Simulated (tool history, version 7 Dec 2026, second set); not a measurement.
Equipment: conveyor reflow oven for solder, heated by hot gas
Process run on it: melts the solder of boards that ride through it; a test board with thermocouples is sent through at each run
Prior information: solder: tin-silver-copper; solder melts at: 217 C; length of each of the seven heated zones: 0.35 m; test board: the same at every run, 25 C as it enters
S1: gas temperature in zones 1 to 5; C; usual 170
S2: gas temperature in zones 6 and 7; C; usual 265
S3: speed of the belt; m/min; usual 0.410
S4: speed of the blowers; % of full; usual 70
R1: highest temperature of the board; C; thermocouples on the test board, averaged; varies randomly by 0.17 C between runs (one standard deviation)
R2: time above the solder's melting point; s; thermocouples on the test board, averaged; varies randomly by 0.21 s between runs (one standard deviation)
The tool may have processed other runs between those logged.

run    day   S1   S2     S3  S4     R1     R2
  1  0.000  170  265  0.410  70  249.9   72.8
  2  0.200  170  265  0.410  51  244.5   65.4
  3  0.525  170  265  0.410  51  244.7   65.0
  4  0.925  170  265  0.410  51  244.8   65.2
  5  1.133  170  265  0.410  70  249.3   72.8
  6  1.375  170  265  0.410  70  249.8   73.2
  7  1.629  170  265  0.410  84  252.1   76.5
     2.154  -- flux residue cleaned out of gas plates and filters
  8  2.233  170  265  0.442  70  249.7   68.5
  9  2.554  169  276  0.355  60  263.5   98.8
 10  2.933  176  265  0.412  86  255.3   83.0
 11  3.167  176  265  0.412  86  255.5   82.9
 12  3.588  156  257  0.373  63  243.6   68.9
 13  3.883  170  273  0.364  85  264.7   99.5
 14  4.258  170  268  0.347  81  260.1  101.1
 15  4.588  172  274  0.366  69  263.4   97.5
 16  4.775  172  274  0.366  69  263.0   97.0

Below, each run's measurement less what the same run would have read without the hidden state. Both values contain the same run-to-run variation, but the gauge's scatter may not be the same in both:
Unlogged tool condition in this case: heat that the gas passes to the board, % of a clean oven's; belt's true speed, % of the reading; true gas temperature in zones 6 and 7 over the reading, C; drift of the gauge itself on peak_c, C; drift of the gauge itself on liquid_s, %.
run    R1    R2
  1  -2.6  -3.0
  2  -2.2  -3.1
  3  -2.2  -3.1
  4  -2.3  -3.3
  5  -2.7  -3.1
  6  -2.6  -3.2
  7  -2.7  -2.9
  8  -0.2  +0.2
  9  -0.3  +0.5
 10  -0.3  +0.3
 11  -0.4  +0.3
 12  -0.4  +0.1
 13  -0.4  +0.5
 14  -0.4  +0.3
 15  -0.4  +0.4
 16  -0.5  +0.4

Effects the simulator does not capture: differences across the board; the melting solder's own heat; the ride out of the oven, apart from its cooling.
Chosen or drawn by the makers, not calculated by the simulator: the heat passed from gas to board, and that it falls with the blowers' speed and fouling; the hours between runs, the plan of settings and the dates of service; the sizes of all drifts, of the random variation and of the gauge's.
